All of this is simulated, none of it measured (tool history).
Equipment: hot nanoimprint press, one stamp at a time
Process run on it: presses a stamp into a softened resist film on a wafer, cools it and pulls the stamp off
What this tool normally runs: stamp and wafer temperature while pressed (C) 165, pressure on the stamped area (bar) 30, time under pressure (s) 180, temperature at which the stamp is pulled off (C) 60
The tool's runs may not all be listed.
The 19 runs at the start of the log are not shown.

run	hour	stamp and wafer temperature while pressed (C)	pressure on the stamped area (bar)	time under pressure (s)	temperature at which the stamp is pulled off (C)	hours of work since the thermocouple was calibrated	imprints on the stamp's release coat	hours of work since the press's seals were changed	resist left under the stamp's widest pad (nm)	greatest force while the stamp is pulled off (N)
20	559.9	165	36.4	226	60	276	390	976	123.5	198
21	590.7	165	24.6	158	45	291	446	990	173	265
22	611.4	158	30	138	60	301	483	1000	221.5	198
23	634.6	158	30	138	60	312	525	1012	221.3	198
# hour 653.6: plate thermocouple calibrated
24	655.7	165	41.3	132	60	1	557	1020	142.3	200
25	681	166	33.3	218	45	13	603	1032	125.4	266
26	708.1	173	30.7	218	61	26	652	1045	96.5	195
27	745.4	167	30	94	60	44	720	1063	174.8	199
# hour 758.4: gauge calibrated
28	766	167	30	94	60	54	757	1073	177.2	198
29	786.7	164	30	180	60	64	794	1083	157.5	200
30	808	165	33.1	180	65	74	833	1093	143.3	179

Predict each of these 4 candidate next runs independently; none follows another, all start after run 30:
A	843.2	165	33.1	180	66	91	896	1110	?	?
B	843.2	158	21.6	164	60	91	896	1110	?	?
C	843.2	165	29.1	180	60	91	896	1110	?	?
D	843.2	165	31.4	180	60	91	896	1110	?	?

run	resist left under the stamp's widest pad (nm)	greatest force while the stamp is pulled off (N)
A	143.1	174
B	242.6	198
C	152.9	197
D	147.3	201
With no hidden state in the tool, these same runs would have given:
run	resist left under the stamp's widest pad (nm)	greatest force while the stamp is pulled off (N)
A	143.3	173
B	242.9	198
C	153.1	197
D	147.4	200
